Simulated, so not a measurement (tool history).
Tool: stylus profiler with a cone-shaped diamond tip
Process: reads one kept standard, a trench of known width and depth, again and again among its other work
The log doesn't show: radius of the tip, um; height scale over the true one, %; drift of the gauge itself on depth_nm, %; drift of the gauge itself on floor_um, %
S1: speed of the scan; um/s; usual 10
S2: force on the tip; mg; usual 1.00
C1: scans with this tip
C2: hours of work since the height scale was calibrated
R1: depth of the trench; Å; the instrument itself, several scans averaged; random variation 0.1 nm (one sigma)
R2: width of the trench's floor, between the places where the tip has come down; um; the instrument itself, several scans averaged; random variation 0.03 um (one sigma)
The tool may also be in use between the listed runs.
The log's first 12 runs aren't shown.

run    hour  S1    S2     C1   C2      R1     R2
 13   999.4   3  1.00  22866  210  5017.9  95.06
 14  1076.7   3  1.00  23651  267  5017.5  94.94
 15  1134.5   3  1.00  24239  309  5015.0  94.92
 16  1192.4  29  1.10  24827  352  5017.5  94.67
     1238.1  -- new tip fitted, height scale calibrated
 17  1247.5  10  0.64     96    7  5013.8  97.28
 18  1354.9  10  0.64   1187   86  5010.7  97.06
 19  1428.2   9  2.98   1931  141  5035.4  97.05
 20  1513.0   9  2.98   2793  203  5034.9  96.88
 21  1567.3   5  1.09   3344  243  5017.0  96.90
 22  1661.3   5  1.09   4299  313  5014.9  96.77
 23  1744.3   5  1.09   5142  374  5015.5  96.66
 24  1840.7   8  2.69   6122  446  5029.7  96.56
 25  1911.3  26  2.66   6839  498  5028.9  96.40
 26  1961.6  26  1.77   7350  535  5020.6  96.19
 27  2059.9   3  0.64   8349  608  5005.5  96.29
 28  2142.5   3  2.66   9188  669  5028.0  96.22

The next listed run, before its measurement:
 29  2206.0  31  2.66  9833  716   ?   ?

R1: 5025.5 Å
R2: 96.04 um
Without the tool's hidden state the same run would have given R1 5034.3 Å, R2 97.20 um.

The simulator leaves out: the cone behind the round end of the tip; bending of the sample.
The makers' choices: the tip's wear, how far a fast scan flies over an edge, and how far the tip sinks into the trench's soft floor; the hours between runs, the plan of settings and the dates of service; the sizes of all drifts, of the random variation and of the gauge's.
